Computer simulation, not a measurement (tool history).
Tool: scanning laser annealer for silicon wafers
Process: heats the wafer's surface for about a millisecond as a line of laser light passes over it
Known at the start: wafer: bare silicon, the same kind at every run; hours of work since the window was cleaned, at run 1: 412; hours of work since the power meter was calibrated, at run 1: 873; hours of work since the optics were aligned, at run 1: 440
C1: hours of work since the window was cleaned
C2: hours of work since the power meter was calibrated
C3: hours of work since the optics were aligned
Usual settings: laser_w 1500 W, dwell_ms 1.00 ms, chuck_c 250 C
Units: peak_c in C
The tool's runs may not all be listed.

{"run": 1, "hour": 0.0, "laser_w": 1500, "dwell_ms": 1.0, "chuck_c": 250, "C1": 412, "C2": 873, "C3": 440, "peak_c": 1021}
{"run": 2, "hour": 30.6, "laser_w": 1500, "dwell_ms": 1.0, "chuck_c": 245, "C1": 434, "C2": 895, "C3": 462, "peak_c": 1016}
{"run": 3, "hour": 43.8, "laser_w": 1500, "dwell_ms": 1.0, "chuck_c": 245, "C1": 444, "C2": 905, "C3": 471, "peak_c": 1014}
{"run": 4, "hour": 61.0, "laser_w": 1500, "dwell_ms": 1.0, "chuck_c": 245, "C1": 456, "C2": 917, "C3": 484, "peak_c": 1014}
{"run": 5, "hour": 87.1, "laser_w": 1500, "dwell_ms": 1.0, "chuck_c": 245, "C1": 475, "C2": 936, "C3": 502, "peak_c": 1014}
{"run": 6, "hour": 108.5, "laser_w": 1500, "dwell_ms": 1.0, "chuck_c": 245, "C1": 490, "C2": 951, "C3": 518, "peak_c": 1012}
{"run": 7, "hour": 129.1, "laser_w": 1500, "dwell_ms": 1.0, "chuck_c": 245, "C1": 505, "C2": 966, "C3": 532, "peak_c": 1011}
{"run": 8, "hour": 143.5, "laser_w": 1500, "dwell_ms": 1.0, "chuck_c": 245, "C1": 515, "C2": 976, "C3": 543, "peak_c": 1015}
{"run": 9, "hour": 165.3, "laser_w": 1500, "dwell_ms": 1.0, "chuck_c": 245, "C1": 531, "C2": 992, "C3": 558, "peak_c": 1012}
{"run": 10, "hour": 183.4, "laser_w": 1640, "dwell_ms": 1.0, "chuck_c": 250, "C1": 544, "C2": 1005, "C3": 571, "peak_c": 1088}
{"run": 11, "hour": 209.6, "laser_w": 1500, "dwell_ms": 1.0, "chuck_c": 250, "C1": 562, "C2": 1024, "C3": 590, "peak_c": 1017}
{"run": 12, "hour": 235.9, "laser_w": 1500, "dwell_ms": 1.0, "chuck_c": 250, "C1": 581, "C2": 1042, "C3": 609, "peak_c": 1016}
{"run": 13, "hour": 260.5, "laser_w": 1572, "dwell_ms": 0.81, "chuck_c": 274, "C1": 599, "C2": 1060, "C3": 627, "peak_c": 995}
{"run": 14, "hour": 277.4, "laser_w": 1318, "dwell_ms": 0.81, "chuck_c": 224, "C1": 611, "C2": 1072, "C3": 639, "peak_c": 823}
{"run": 15, "hour": 297.5, "laser_w": 1517, "dwell_ms": 1.0, "chuck_c": 223, "C1": 625, "C2": 1086, "C3": 653, "peak_c": 992}

Forecast run 16:
{"run": 16, "hour": 321.5, "laser_w": 1416, "dwell_ms": 0.94, "chuck_c": 273, "C1": 643, "C2": 1104, "C3": 670, "peak_c": "?"}

Run 16 gave peak_c 967 C.
Without the tool's hidden state the same run would have given peak_c 994 C.

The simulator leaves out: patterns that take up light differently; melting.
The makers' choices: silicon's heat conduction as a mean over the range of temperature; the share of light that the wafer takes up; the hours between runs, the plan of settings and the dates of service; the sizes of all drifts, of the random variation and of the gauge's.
